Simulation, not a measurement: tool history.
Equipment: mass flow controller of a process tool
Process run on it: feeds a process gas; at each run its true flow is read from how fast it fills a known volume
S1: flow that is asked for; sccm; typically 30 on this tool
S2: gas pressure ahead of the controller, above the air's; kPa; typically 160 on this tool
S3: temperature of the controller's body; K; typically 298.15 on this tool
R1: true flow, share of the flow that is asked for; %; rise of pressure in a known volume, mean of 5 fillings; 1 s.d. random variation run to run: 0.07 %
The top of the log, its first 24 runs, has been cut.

Run 25, day 289.412: usual settings but S1 19 sccm, S3 306.15 K. Result: R1 97.47 %.
Run 26, day 306.192: usual settings but S1 19 sccm, S3 306.15 K. Result: R1 97.42 %.
Run 27, day 314.167: usual settings but S1 13 sccm, S2 159 kPa, S3 307.15 K. Result: R1 98.62 %.
Run 28, day 330.542: usual settings but S1 89 sccm, S2 180 kPa, S3 306.15 K. Result: R1 97.44 %.
Run 29, day 344.996: usual settings but S1 18 sccm, S2 180 kPa, S3 302.15 K. Result: R1 97.71 %.
Run 30, day 353.838: usual settings but S1 14 sccm, S2 276 kPa. Result: R1 98.42 %.
Run 31, day 362.292: usual settings but S1 41 sccm, S2 245 kPa. Result: R1 96.81 %.
Run 32, day 373.933: usual settings but S2 148 kPa, S3 295.15 K. Result: R1 97.42 %.
Run 33, day 383.104: usual settings but S2 205 kPa, S3 306.15 K. Result: R1 96.87 %.

Predict each of these 5 candidate next runs independently; none follows another, all start after run 33:
Run A, day 393.642: usual settings but S1 21 sccm, S2 257 kPa, S3 303.15 K. Result: R1 ?.
Run B, day 393.642: usual settings but S2 205 kPa, S3 309.15 K. Result: R1 ?.
Run C, day 393.642: usual settings but S1 47 sccm, S2 215 kPa, S3 301.15 K. Result: R1 ?.
Run D, day 393.642: usual settings but S1 38 sccm, S2 244 kPa, S3 295.15 K. Result: R1 ?.
Run E, day 393.642: usual settings but S1 12 sccm, S2 217 kPa, S3 302.15 K. Result: R1 ?.

run     R1
  A  97.51
  B  96.95
  C  96.71
  D  96.91
  E  99.59
What these runs would have given with no unlogged condition in the tool:
run     R1
  A  97.53
  B  97.86
  C  98.37
  D  98.25
  E  97.39

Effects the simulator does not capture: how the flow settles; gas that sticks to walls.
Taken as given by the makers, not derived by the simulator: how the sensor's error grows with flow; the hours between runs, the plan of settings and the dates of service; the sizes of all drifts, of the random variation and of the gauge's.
